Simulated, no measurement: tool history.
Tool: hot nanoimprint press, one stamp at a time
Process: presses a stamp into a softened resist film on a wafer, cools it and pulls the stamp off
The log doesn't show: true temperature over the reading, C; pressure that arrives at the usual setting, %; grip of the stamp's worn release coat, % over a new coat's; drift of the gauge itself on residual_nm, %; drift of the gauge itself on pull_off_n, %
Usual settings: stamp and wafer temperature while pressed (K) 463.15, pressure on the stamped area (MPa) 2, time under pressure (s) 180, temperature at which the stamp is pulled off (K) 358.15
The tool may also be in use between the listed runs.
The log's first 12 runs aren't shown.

run   hour  stamp and wafer temperature while pressed (K)  pressure on the stamped area (MPa)  time under pressure (s)  temperature at which the stamp is pulled off (K)  hours of work since the thermocouple was calibrated  imprints on the stamp's release coat  hours of work since the press's seals were changed  resist left under the stamp's widest pad (nm)  greatest force while the stamp is pulled off (N)
 13  262.1                                         463.15                                   2                      180                                            358.15                                                  356                                   837                                                 324                                          328.7                                               159
 14  284.2                                         463.15                                   2                      180                                            358.15                                                  372                                   898                                                 339                                            329                                               159
     303.1  -- stamp cleaned and given a new release coat
 15  306.6                                         463.15                                1.32                      180                                            358.15                                                  383                                    10                                                 350                                          395.2                                               158
 16  324.3                                         463.15                                1.57                      180                                            363.15                                                  395                                    59                                                 362                                          366.7                                               138
     350.8  -- plate thermocouple calibrated
 17  352.3                                         463.15                                1.57                      180                                            363.15                                                    1                                   128                                                 379                                          369.4                                               142
 18  370.3                                         463.15                                2.58                      180                                            345.15                                                   13                                   177                                                 392                                          292.1                                               210
 19  390.7                                         454.15                                1.25                      101                                            354.15                                                   27                                   233                                                 406                                          579.2                                               173
 20  419.7                                         463.15                                2.37                      180                                            358.15                                                   47                                   313                                                 425                                          305.1                                               157
     423.9  -- gauge calibrated
 21  450.3                                         454.15                                 1.3                      130                                            358.15                                                   68                                   398                                                 446                                          539.3                                               160
 22  480.8                                         454.15                                1.62                      105                                            361.15                                                   89                                   482                                                 467                                          532.6                                               149
 23    497                                         461.15                                1.35                      180                                            358.15                                                  100                                   527                                                 478                                          412.6                                               160
 24    520                                         463.15                                   2                      180                                            344.15                                                  115                                   590                                                 494                                          325.9                                               214
 25  534.9                                         463.15                                   2                      180                                            345.15                                                  126                                   631                                                 504                                          325.5                                               206
 26    563                                         452.15                                 1.2                      180                                            345.15                                                  145                                   709                                                 523                                          539.7                                               208
 27  582.2                                         452.15                                 1.2                      180                                            345.15                                                  158                                   761                                                 536                                          541.6                                               209
 28    617                                         452.15                                2.33                      229                                            345.15                                                  182                                   857                                                 560                                          405.3                                               212
 29  632.7                                         452.15                                2.33                      229                                            345.15                                                  192                                   901                                                 571                                          405.4                                               208
     650.4  -- stamp cleaned and given a new release coat
 30  666.8                                         455.15                                2.04                      282                                            356.15                                                  212                                    45                                                 590                                          364.3                                               166

Forecast each of these 4 alternatives for the next run:
  A  682.5                                         471.15                                   2                      249                                            358.15                                                  222                                    88                                                 601                                              ?                                                 ?
  B  682.5                                         466.15                                2.04                      282                                            363.15                                                  222                                    88                                                 601                                              ?                                                 ?
  C  682.5                                         467.15                                   2                      105                                            360.15                                                  222                                    88                                                 601                                              ?                                                 ?
  D  682.5                                         463.15                                1.35                      180                                            358.15                                                  222                                    88                                                 601                                              ?                                                 ?

run  resist left under the stamp's widest pad (nm)  greatest force while the stamp is pulled off (N)
  A                                          222.5                                               158
  B                                          247.3                                               139
  C                                            350                                               150
  D                                          391.7                                               157
Without the tool's hidden state the same runs would have given:
run  resist left under the stamp's widest pad (nm)  greatest force while the stamp is pulled off (N)
  A                                          220.1                                               158
  B                                          244.7                                               139
  C                                          346.2                                               151
  D                                          387.6                                               157
